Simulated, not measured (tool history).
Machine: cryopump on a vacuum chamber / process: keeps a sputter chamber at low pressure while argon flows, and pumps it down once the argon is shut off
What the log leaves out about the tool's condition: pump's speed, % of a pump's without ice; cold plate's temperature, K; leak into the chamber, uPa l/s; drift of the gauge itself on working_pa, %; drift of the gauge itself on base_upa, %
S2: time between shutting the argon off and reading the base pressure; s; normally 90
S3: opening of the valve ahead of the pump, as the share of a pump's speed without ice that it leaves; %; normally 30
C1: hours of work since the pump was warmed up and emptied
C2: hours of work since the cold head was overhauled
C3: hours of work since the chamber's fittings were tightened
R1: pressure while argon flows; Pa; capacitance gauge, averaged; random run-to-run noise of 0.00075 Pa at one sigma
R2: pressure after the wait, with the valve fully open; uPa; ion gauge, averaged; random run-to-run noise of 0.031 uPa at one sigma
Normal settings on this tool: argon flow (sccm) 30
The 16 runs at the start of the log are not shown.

run 17 hour=542.7 | argon_flow_(sccm)=30 S2=90 S3=30 | C1=1085 C2=2215 C3=114 | R1=0.1491 R2=2.03
run 18 hour=585.3 | argon_flow_(sccm)=30 S2=90 S3=30 | C1=1121 C2=2251 C3=149 | R1=0.1500 R2=2.08
-- hour=598.1 pump warmed up, emptied and cooled again
run 19 hour=641.2 | argon_flow_(sccm)=30 S2=58 S3=20 | C1=36 C2=2293 C3=191 | R1=0.2129 R2=2.97
run 20 hour=688.4 | argon_flow_(sccm)=30 S2=127 S3=30 | C1=75 C2=2332 C3=230 | R1=0.1426 R2=1.84
run 21 hour=738.5 | argon_flow_(sccm)=30 S2=127 S3=30 | C1=116 C2=2373 C3=272 | R1=0.1435 R2=1.90
run 22 hour=779.1 | argon_flow_(sccm)=30 S2=40 S3=35 | C1=150 C2=2407 C3=305 | R1=0.1223 R2=4.05
run 23 hour=808.3 | argon_flow_(sccm)=14 S2=31 S3=30 | C1=174 C2=2431 C3=329 | R1=0.0666 R2=5.11
run 24 hour=850.1 | argon_flow_(sccm)=14 S2=31 S3=30 | C1=208 C2=2465 C3=364 | R1=0.0677 R2=5.17
run 25 hour=873.1 | argon_flow_(sccm)=14 S2=254 S3=59 | C1=227 C2=2484 C3=383 | R1=0.0349 R2=1.66
run 26 hour=927.6 | argon_flow_(sccm)=14 S2=254 S3=59 | C1=272 C2=2529 C3=428 | R1=0.0346 R2=1.82
run 27 hour=963.7 | argon_flow_(sccm)=14 S2=254 S3=59 | C1=302 C2=2559 C3=458 | R1=0.0354 R2=1.92
run 28 hour=989.7 | argon_flow_(sccm)=14 S2=254 S3=59 | C1=324 C2=2581 C3=479 | R1=0.0357 R2=1.90
run 29 hour=1038.2 | argon_flow_(sccm)=14 S2=254 S3=59 | C1=364 C2=2621 C3=519 | R1=0.0351 R2=2.05
run 30 hour=1084.2 | argon_flow_(sccm)=12 S2=90 S3=27 | C1=402 C2=2659 C3=557 | R1=0.0647 R2=3.06
run 31 hour=1114.1 | argon_flow_(sccm)=12 S2=90 S3=18 | C1=426 C2=2683 C3=582 | R1=0.0942 R2=3.17
run 32 hour=1145.3 | argon_flow_(sccm)=12 S2=90 S3=18 | C1=452 C2=2709 C3=608 | R1=0.0945 R2=3.21
run 33 hour=1171.7 | argon_flow_(sccm)=12 S2=90 S3=17 | C1=474 C2=2731 C3=630 | R1=0.1012 R2=3.23
run 34 hour=1204.6 | argon_flow_(sccm)=49 S2=66 S3=32 | C1=501 C2=2758 C3=657 | R1=0.2218 R2=3.78

Forecast each of these 4 alternatives for the next run:
run A hour=1255.0 | argon_flow_(sccm)=13 S2=71 S3=26 | C1=543 C2=2800 C3=698 | R1=? R2=?
run B hour=1255.0 | argon_flow_(sccm)=30 S2=90 S3=17 | C1=543 C2=2800 C3=698 | R1=? R2=?
run C hour=1255.0 | argon_flow_(sccm)=30 S2=253 S3=28 | C1=543 C2=2800 C3=698 | R1=? R2=?
run D hour=1255.0 | argon_flow_(sccm)=49 S2=66 S3=42 | C1=543 C2=2800 C3=698 | R1=? R2=?

run=A R1=0.0732 R2=3.75
run=B R1=0.2533 R2=3.40
run=C R1=0.1549 R2=2.55
run=D R1=0.1724 R2=3.96
The same runs, with their run-to-run variation unchanged, on a tool lacking any hidden condition would have given:
run=A R1=0.0713 R2=1.95
run=B R1=0.2488 R2=1.62
run=C R1=0.1505 R2=0.73
run=D R1=0.1652 R2=2.12

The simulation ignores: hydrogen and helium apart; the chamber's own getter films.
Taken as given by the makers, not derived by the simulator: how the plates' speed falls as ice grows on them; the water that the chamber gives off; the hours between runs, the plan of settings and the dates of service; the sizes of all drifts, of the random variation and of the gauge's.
